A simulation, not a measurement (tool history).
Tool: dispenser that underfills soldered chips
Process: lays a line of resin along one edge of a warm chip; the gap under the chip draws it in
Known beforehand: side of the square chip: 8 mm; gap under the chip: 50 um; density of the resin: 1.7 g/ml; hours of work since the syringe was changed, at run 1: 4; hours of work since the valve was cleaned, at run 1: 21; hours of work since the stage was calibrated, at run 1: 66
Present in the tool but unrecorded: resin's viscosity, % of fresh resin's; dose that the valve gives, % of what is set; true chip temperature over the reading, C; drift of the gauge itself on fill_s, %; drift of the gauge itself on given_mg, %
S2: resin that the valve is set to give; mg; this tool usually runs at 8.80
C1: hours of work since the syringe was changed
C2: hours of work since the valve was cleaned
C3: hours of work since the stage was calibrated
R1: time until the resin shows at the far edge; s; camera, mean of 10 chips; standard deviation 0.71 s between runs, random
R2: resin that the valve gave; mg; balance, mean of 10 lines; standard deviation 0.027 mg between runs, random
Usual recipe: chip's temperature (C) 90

run 1 hour=0.0 | chip's_temperature_(C)=90 S2=8.80 | C1=4 C2=21 C3=66 | R1=92.5 R2=8.71
-- hour=4.4 new syringe of resin
run 2 hour=4.7 | chip's_temperature_(C)=90 S2=8.80 | C1=0 C2=25 C3=69 | R1=67.5 R2=8.78
run 3 hour=7.1 | chip's_temperature_(C)=90 S2=8.80 | C1=2 C2=26 C3=71 | R1=77.9 R2=8.73
run 4 hour=12.6 | chip's_temperature_(C)=90 S2=8.80 | C1=6 C2=31 C3=76 | R1=110.1 R2=8.74
-- hour=14.4 new syringe of resin
run 5 hour=16.6 | chip's_temperature_(C)=90 S2=8.80 | C1=2 C2=34 C3=78 | R1=74.8 R2=8.66
run 6 hour=20.3 | chip's_temperature_(C)=90 S2=8.80 | C1=5 C2=37 C3=81 | R1=94.0 R2=8.70
run 7 hour=23.3 | chip's_temperature_(C)=88 S2=8.80 | C1=7 C2=39 C3=84 | R1=126.5 R2=8.71
-- hour=24.5 new syringe of resin
run 8 hour=28.2 | chip's_temperature_(C)=88 S2=8.80 | C1=3 C2=43 C3=87 | R1=93.3 R2=8.64
run 9 hour=30.4 | chip's_temperature_(C)=88 S2=8.80 | C1=5 C2=44 C3=89 | R1=104.6 R2=8.63
run 10 hour=32.6 | chip's_temperature_(C)=88 S2=8.80 | C1=6 C2=46 C3=91 | R1=122.5 R2=8.67
-- hour=34.4 new syringe of resin
run 11 hour=37.5 | chip's_temperature_(C)=88 S2=8.80 | C1=2 C2=50 C3=94 | R1=87.8 R2=8.61
run 12 hour=42.4 | chip's_temperature_(C)=88 S2=8.80 | C1=6 C2=54 C3=98 | R1=120.8 R2=8.56
-- hour=44.2 new syringe of resin
run 13 hour=46.8 | chip's_temperature_(C)=88 S2=8.80 | C1=2 C2=57 C3=102 | R1=85.2 R2=8.65
-- hour=50.1 dispensing valve cleaned and set on the balance
run 14 hour=50.4 | chip's_temperature_(C)=97 S2=8.80 | C1=4 C2=0 C3=104 | R1=67.4 R2=8.79
run 15 hour=53.0 | chip's_temperature_(C)=92 S2=8.80 | C1=6 C2=2 C3=106 | R1=100.1 R2=8.75
-- hour=55.3 new syringe of resin
run 16 hour=56.2 | chip's_temperature_(C)=96 S2=8.80 | C1=1 C2=5 C3=108 | R1=53.9 R2=8.77
run 17 hour=61.0 | chip's_temperature_(C)=90 S2=8.80 | C1=5 C2=8 C3=112 | R1=93.8 R2=8.76
run 18 hour=64.0 | chip's_temperature_(C)=90 S2=8.80 | C1=7 C2=11 C3=114 | R1=113.0 R2=8.77
-- hour=65.0 new syringe of resin
run 19 hour=69.4 | chip's_temperature_(C)=83 S2=7.68 | C1=3 C2=15 C3=118 | R1=121.2 R2=7.60
run 20 hour=73.3 | chip's_temperature_(C)=83 S2=7.68 | C1=7 C2=18 C3=121 | R1=156.2 R2=7.64
-- hour=74.9 new syringe of resin
run 21 hour=76.8 | chip's_temperature_(C)=97 S2=10.20 | C1=2 C2=20 C3=124 | R1=55.2 R2=10.09
run 22 hour=79.6 | chip's_temperature_(C)=87 S2=10.45 | C1=4 C2=23 C3=126 | R1=101.2 R2=10.36
run 23 hour=84.3 | chip's_temperature_(C)=91 S2=9.53 | C1=7 C2=26 C3=130 | R1=113.5 R2=9.45
-- hour=85.0 new syringe of resin
run 24 hour=88.3 | chip's_temperature_(C)=91 S2=9.53 | C1=3 C2=29 C3=132 | R1=77.3 R2=9.39
run 25 hour=91.0 | chip's_temperature_(C)=85 S2=10.36 | C1=5 C2=31 C3=135 | R1=121.6 R2=10.22
-- hour=94.9 new syringe of resin
run 26 hour=96.6 | chip's_temperature_(C)=85 S2=11.30 | C1=1 C2=35 C3=139 | R1=92.5 R2=11.14
run 27 hour=99.4 | chip's_temperature_(C)=92 S2=8.71 | C1=4 C2=38 C3=141 | R1=81.2 R2=8.54
run 28 hour=102.3 | chip's_temperature_(C)=85 S2=9.38 | C1=6 C2=40 C3=143 | R1=132.6 R2=9.21
-- hour=104.8 new syringe of resin
run 29 hour=104.9 | chip's_temperature_(C)=85 S2=9.38 | C1=0 C2=42 C3=145 | R1=82.0 R2=9.20

For run 30, what comes out?
run 30 hour=109.6 | chip's_temperature_(C)=84 S2=10.46 | C1=4 C2=45 C3=149 | R1=? R2=?

R1: 116.3 s
R2: 10.22 mg
With no hidden state in the tool, this same run would have given R1 83.1 s, R2 10.42 mg.
